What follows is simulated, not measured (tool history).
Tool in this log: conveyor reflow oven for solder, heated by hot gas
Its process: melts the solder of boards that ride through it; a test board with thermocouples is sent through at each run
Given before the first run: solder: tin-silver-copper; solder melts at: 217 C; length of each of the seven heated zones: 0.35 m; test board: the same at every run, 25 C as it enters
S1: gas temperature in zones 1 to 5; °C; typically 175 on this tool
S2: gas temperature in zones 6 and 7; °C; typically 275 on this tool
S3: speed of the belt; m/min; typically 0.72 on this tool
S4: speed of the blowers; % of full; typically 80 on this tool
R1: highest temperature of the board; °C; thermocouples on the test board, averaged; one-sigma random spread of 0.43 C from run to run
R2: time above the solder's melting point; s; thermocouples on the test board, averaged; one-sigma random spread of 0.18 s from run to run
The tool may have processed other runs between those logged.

run	hour	S1	S2	S3	S4	R1	R2
1	0	175	275	0.72	80	259.1	47.5
2	46.9	175	275	0.72	85	259.6	48
3	75	175	275	0.72	85	260.1	47.9
4	123	175	276	0.72	85	260.5	48.3
5	168.5	175	276	0.72	85	260.9	48.1
# hour 213.1: flux residue cleaned out of gas plates and filters
6	222.3	175	275	0.72	80	261.4	49
7	249.3	175	277	0.72	80	262.6	49.3
8	284.4	175	275	0.809	80	257	41.6
9	326.9	168	268	0.646	80	256.4	51.1
10	364.8	187	268	0.72	56	253	48.1
11	409.6	187	268	0.72	56	252.8	48.2
12	439.7	187	268	0.72	56	252.7	48.1
13	481.2	174	271	0.72	56	253.2	44
14	520.6	174	271	0.72	56	253.2	43.7
15	562.9	188	280	0.843	67	260.4	44
16	595.4	189	264	0.72	58	249.6	47.2

Consider 3 possible next runs. They are alternatives, not a sequence: every one starts from the tool as it was left by run 16. What does each give?
A	640.3	173	275	0.824	80	?	?
B	640.3	181	275	0.695	54	?	?
C	640.3	175	281	0.797	80	?	?

run	R1	R2
A	255.1	39.3
B	257.7	50.9
C	261.4	44.2
Without the tool's unlogged condition, the same runs would have read:
run	R1	R2
A	256.8	39.9
B	259.1	51.2
C	263.1	44.5
